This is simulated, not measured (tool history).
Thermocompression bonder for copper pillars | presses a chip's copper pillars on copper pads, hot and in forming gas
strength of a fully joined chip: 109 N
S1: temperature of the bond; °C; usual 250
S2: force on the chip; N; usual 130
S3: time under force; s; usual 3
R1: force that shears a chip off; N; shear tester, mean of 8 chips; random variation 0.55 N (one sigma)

run,hour,S1,S2,S3,R1
1,0.0,250,130,3,44.1
2,9.2,250,130,3,43.3
3,19.8,250,130,2,37.9
4,24.7,250,130,3,42.8
5,34.6,250,130,3,42.2
6,44.5,250,130,7,59.2
7,50.2,250,130,7,56.4
8,57.9,250,130,3,42.6
9,67.3,250,130,3,42.7
10,78.2,250,130,3,42.5
11,90.0,250,130,3,42.4
12,95.0,250,130,3,41.9
13,104.5,250,130,3,42.7
14,115.4,250,130,3,42.5
# hour 118.2: heater calibrated with a thermocouple chip
15,128.3,271,130,3,59.7
16,139.4,250,130,3,44.2
17,147.0,250,130,3,44.7
18,157.4,250,130,3,43.8
19,167.1,250,130,4,49.2
20,173.3,250,130,4,49.1
21,182.6,250,166,7,71.1

Forecast run 22:
# hour 189.7: heater calibrated with a thermocouple chip, once more
22,191.0,250,115,2,?

Run 22 gave R1 28.7 N.
Without the tool's hidden state the same run would have given R1 30.4 N.

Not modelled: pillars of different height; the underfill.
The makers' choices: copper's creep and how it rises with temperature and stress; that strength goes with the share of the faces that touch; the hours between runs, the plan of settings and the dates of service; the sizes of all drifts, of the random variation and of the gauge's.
